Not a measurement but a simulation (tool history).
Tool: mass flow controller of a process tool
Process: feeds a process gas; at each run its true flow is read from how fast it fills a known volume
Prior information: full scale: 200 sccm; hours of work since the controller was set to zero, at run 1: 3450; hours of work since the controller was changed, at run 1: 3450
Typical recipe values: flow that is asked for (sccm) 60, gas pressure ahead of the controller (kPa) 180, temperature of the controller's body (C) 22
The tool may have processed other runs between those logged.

| run | hour | flow that is asked for (sccm) | gas pressure ahead of the controller (kPa) | temperature of the controller's body (C) | hours of work since the controller was set to zero | hours of work since the controller was changed | true flow (%) |
|---|---|---|---|---|---|---|---|
| 1 | 0 | 60 | 180 | 22 | 3450 | 3450 | 98.01 |
| 2 | 128.2 | 60 | 180 | 22 | 3510 | 3510 | 97.89 |
| 3 | 328.5 | 60 | 180 | 22 | 3604 | 3604 | 97.86 |
| 4 | 430.1 | 60 | 180 | 22 | 3652 | 3652 | 97.89 |
| 5 | 616.2 | 60 | 180 | 22 | 3740 | 3740 | 97.82 |
| 6 | 808.4 | 60 | 180 | 22 | 3830 | 3830 | 97.84 |
| 7 | 922.8 | 60 | 180 | 22 | 3884 | 3884 | 97.74 |
| 8 | 1109.8 | 60 | 180 | 22 | 3972 | 3972 | 97.69 |
| 9 | 1263.9 | 60 | 180 | 29 | 4044 | 4044 | 97.16 |
| 10 | 1390.8 | 60 | 180 | 20 | 4104 | 4104 | 97.84 |
| 11 | 1496.5 | 60 | 180 | 20 | 4154 | 4154 | 97.69 |
| 12 | 1665.6 | 60 | 180 | 36 | 4233 | 4233 | 96.68 |
| 13 | 1818.8 | 48 | 180 | 36 | 4305 | 4305 | 95.96 |
| 14 | 1980.8 | 26 | 179 | 22 | 4382 | 4382 | 93.92 |
|  | 1991.1 | controller's zero set anew |
| 15 | 2123.7 | 149 | 219 | 23 | 62 | 4449 | 99.37 |
| 16 | 2251.8 | 35 | 150 | 22 | 123 | 4509 | 93.01 |
| 17 | 2393.6 | 34 | 180 | 27 | 189 | 4576 | 92.66 |
| 18 | 2576.2 | 34 | 180 | 27 | 275 | 4661 | 92.48 |
| 19 | 2729 | 34 | 180 | 27 | 347 | 4733 | 92.57 |
|  | 2879.1 | controller's zero set anew, once more |
| 20 | 2908.2 | 38 | 142 | 22 | 14 | 4817 | 99.93 |
| 21 | 3052.8 | 38 | 142 | 22 | 82 | 4885 | 99.87 |
| 22 | 3226.7 | 38 | 142 | 22 | 163 | 4967 | 99.76 |
| 23 | 3413.9 | 99 | 142 | 22 | 252 | 5055 | 100.38 |

Alternative continuations, all from the tool just after run 23; predict every row:
| A | 3606.4 | 60 | 207 | 33 | 342 | 5146 | ? |
| B | 3606.4 | 66 | 143 | 21 | 342 | 5146 | ? |
| C | 3606.4 | 33 | 142 | 26 | 342 | 5146 | ? |

| run | true flow (%) |
|---|---|
| A | 99.51 |
| B | 100.14 |
| C | 99.38 |
The same runs, with their run-to-run variation unchanged, on a tool lacking any hidden condition would have given:
| run | true flow (%) |
|---|---|
| A | 98.49 |
| B | 99.1 |
| C | 98.53 |
